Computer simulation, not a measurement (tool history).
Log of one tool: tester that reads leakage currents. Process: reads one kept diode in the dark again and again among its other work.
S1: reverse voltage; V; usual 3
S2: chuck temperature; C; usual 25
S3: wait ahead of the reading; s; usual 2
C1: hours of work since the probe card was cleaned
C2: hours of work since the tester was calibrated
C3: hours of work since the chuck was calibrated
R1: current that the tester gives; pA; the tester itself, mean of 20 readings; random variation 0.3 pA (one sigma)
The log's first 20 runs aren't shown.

run,hour,S1,S2,S3,C1,C2,C3,R1
# hour 1416: tester calibrated, once more
21,1448,8.97,24,0.82,240,13,1769,138.67
22,1503,8.97,24,0.82,263,36,1792,140.8
23,1591.2,8.97,24,0.82,300,73,1828,139.87
24,1645.5,8.97,24,0.82,322,95,1851,139.81
25,1719.8,8.97,24,0.82,353,126,1882,139.56
26,1800.1,8.97,24,0.82,386,160,1915,140.38
27,1849.6,8.97,24,0.82,407,180,1936,141.36
28,1905.9,12.78,50,0.63,430,204,1959,870.76
29,1976.9,12.78,50,0.63,460,233,1989,873.19
30,2035.2,15.22,44,5.44,484,257,2013,633.05
31,2102.1,7.28,44,2.24,512,285,2041,502.39
32,2155.1,3.78,24,0.37,534,307,2063,107.78
33,2242.7,3.78,24,0.37,570,343,2099,107.91

3 ways to go on from here, each from the tool as it stands after run 33. What would each give?
A,2286,3.78,23,0.37,588,361,2117,?
B,2286,2.73,29,1.79,588,361,2117,?
C,2286,10.42,24,0.37,588,361,2117,?

run,R1
A,100.07
B,136.82
C,152.33
Without the tool's hidden state the same runs would have given:
run,R1
A,92.85
B,128.33
C,139.17
